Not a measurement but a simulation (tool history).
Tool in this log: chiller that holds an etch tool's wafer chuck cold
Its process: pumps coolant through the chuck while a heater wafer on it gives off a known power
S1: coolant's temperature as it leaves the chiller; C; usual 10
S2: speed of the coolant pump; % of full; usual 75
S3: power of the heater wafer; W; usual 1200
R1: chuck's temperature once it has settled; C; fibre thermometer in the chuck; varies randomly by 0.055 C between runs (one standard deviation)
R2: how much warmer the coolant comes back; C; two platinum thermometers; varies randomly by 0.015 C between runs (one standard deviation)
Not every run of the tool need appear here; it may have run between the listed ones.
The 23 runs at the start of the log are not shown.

run,hour,S1,S2,S3,R1,R2
24,838.3,20,61,1163,28.98,3.23
25,886.6,20,61,1163,28.94,3.24
26,921.6,14,77,1163,21.95,2.6
27,961.2,1,64,617,5.7,1.62
28,1007.7,4,97,712,8.48,1.3
29,1034.6,4,97,712,8.33,1.27
30,1081.6,19,99,1200,26.31,2.08
31,1116.9,19,99,1200,26.26,2.11

Predict each of these 4 candidate next runs independently; none follows another, all start after run 31:
A,1144.7,2,80,1200,?,?
B,1144.7,8,75,1200,?,?
C,1144.7,17,69,865,?,?
D,1144.7,18,75,1200,?,?

run,R1,R2
A,10.03,2.55
B,16.36,2.73
C,23.36,2.16
D,26.29,2.72
The same runs, with their run-to-run variation unchanged, on a tool lacking any hidden condition would have given:
run,R1,R2
A,9.48,2.55
B,15.8,2.73
C,22.88,2.16
D,25.73,2.72
